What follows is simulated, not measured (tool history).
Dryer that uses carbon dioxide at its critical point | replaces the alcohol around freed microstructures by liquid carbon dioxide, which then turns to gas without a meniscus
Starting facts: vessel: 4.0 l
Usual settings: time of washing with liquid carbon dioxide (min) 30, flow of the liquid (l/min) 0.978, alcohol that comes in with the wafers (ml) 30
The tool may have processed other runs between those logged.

run,hour,time of washing with liquid carbon dioxide (min),flow of the liquid (l/min),alcohol that comes in with the wafers (ml),alcohol left in the vessel before it's heated (ppm by volume)
1,0,30,0.978,30,112
2,33.5,30,0.978,30,119
3,69.2,30,0.978,30,122
4,111.7,30,0.978,30,127
5,131.7,30,0.978,30,139
# hour 136.4: inlet filter changed
6,175.3,30,0.978,30,127
7,206.1,30,0.978,30,146
8,242.3,30,0.978,95,172
9,266.1,22,0.978,95,315
10,287.7,30,0.978,30,146
11,327.8,30,1.32,30,143
12,371.6,30,1.32,30,147
13,401.5,30,1.32,30,156
14,440.4,30,1.32,30,153
15,469,30,0.978,30,168
16,493.5,30,0.978,30,170
17,516.5,30,1.066,71,167
18,561,46,1.234,98,166
19,581,46,1.234,98,175
20,601.5,46,1.234,98,169
21,624.4,46,1.234,23,185
22,664.3,43,0.92,34,177
23,706.7,19,0.643,30,675
24,733.6,24,0.601,94,1149
25,764.4,24,0.601,94,1192
26,793.2,27,1.53,55,211
# hour 813.7: purifier's bed changed
27,824.7,30,1.026,27,19
28,858.6,33,0.766,85,107
29,891.8,37,0.766,83,65
# hour 917.2: inlet filter changed
30,938,25,1.231,83,36
31,968.9,25,1.231,25,38

Selected run-to-run steps in alcohol left in the vessel before it's heated (ppm by volume), each split into two signed amounts: the part the tool would show with no hidden state at all (from settings, incoming material and random variation), and the remainder, which goes to the hidden state together with any gauge scatter not common to the measured and the hidden-state-free results:
Unlogged tool condition in this case: flow that reaches the vessel past the clogged filter, %; alcohol in the recycled carbon dioxide, ppm; drift of the gauge itself on alcohol_ppm, %.
Run 22 -> 23: time of washing with liquid carbon dioxide (min) 43 -> 19, flow of the liquid (l/min) 0.92 -> 0.643, alcohol that comes in with the wafers (ml) 34 -> 30. alcohol left in the vessel before it's heated (ppm by volume) +498: hidden state +106, all else +392.
Run 23 -> 24: time of washing with liquid carbon dioxide (min) 19 -> 24, flow of the liquid (l/min) 0.643 -> 0.601, alcohol that comes in with the wafers (ml) 30 -> 94. alcohol left in the vessel before it's heated (ppm by volume) +474: hidden state +145, all else +329.
Run 25 -> 26: time of washing with liquid carbon dioxide (min) 24 -> 27, flow of the liquid (l/min) 0.601 -> 1.53, alcohol that comes in with the wafers (ml) 94 -> 55. alcohol left in the vessel before it's heated (ppm by volume) -981: hidden state -254, all else -727.
Run 26 -> 27: time of washing with liquid carbon dioxide (min) 27 -> 30, flow of the liquid (l/min) 1.53 -> 1.026, alcohol that comes in with the wafers (ml) 55 -> 27, purifier's bed changed. alcohol left in the vessel before it's heated (ppm by volume) -192: hidden state -192, all else +0.
